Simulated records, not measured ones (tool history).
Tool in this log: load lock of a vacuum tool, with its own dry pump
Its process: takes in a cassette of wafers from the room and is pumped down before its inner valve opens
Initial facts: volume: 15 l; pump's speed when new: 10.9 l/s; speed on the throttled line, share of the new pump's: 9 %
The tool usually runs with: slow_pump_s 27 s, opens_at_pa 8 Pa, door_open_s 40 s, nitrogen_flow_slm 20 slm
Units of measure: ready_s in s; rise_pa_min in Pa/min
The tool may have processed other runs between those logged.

run	day	slow_pump_s	opens_at_pa	door_open_s	nitrogen_flow_slm	incoming humidity of the room's air, %	ready_s	rise_pa_min
1	0	27	8	40	20	48.4	37.69	0.047
2	5.5	27	8	40	20	45.7	37.69	0.042
3	12.9	27	8	40	20	47.5	37.65	0.045
4	18.9	27	8	40	20	47.2	37.67	0.051
5	24.7	27	8	40	20	48.4	37.79	0.049
6	34.492	27	8	40	20	46.8	37.67	0.048
7	45.192	27	8	40	20	46	37.7	0.047
8	53.425	27	12	40	20	43.9	37.09	0.044
9	64.092	27	8	40	20	45.7	37.8	0.043
10	72.538	27	8	40	20	48	37.77	0.042
11	81.542	27	8	40	20	41.7	37.75	0.039
12	91.429	27	8	40	20	43.1	37.75	0.043
13	99.883	15	8	40	20	44.3	26.75	0.05
14	107.867	27	8	40	20	44.2	37.63	0.045
15	113.638	27	8	40	20	46	37.76	0.05
16	119.642	27	8	40	20	44.7	37.8	0.043
17	128.05	27	8	40	20	44.5	37.83	0.043
18	137.471	27	8	40	20	43	37.75	0.045
19	144.908	27	8	30	20	48.5	37.69	0.04
20	154.746	27	8	30	20	47.1	37.71	0.043
21	165.758	27	8	73	20	45.2	37.59	0.073
22	176.708	27	8	73	20	42.9	37.7	0.06
23	184.542	27	7	52	21	47.3	37.9	0.057
24	190.354	33	8	70	7	49.9	43.17	0.103

Expected results for the next run?
25	196.038	27	8	29	20	46.5	?	?

{"run 25": {"ready_s": 37.76, "rise_pa_min": 0.04}}
Take away the tool's hidden state, keep the run-to-run variation as it was, and the same run would have given ready_s 37.76 s, rise_pa_min 0.04 Pa/min.
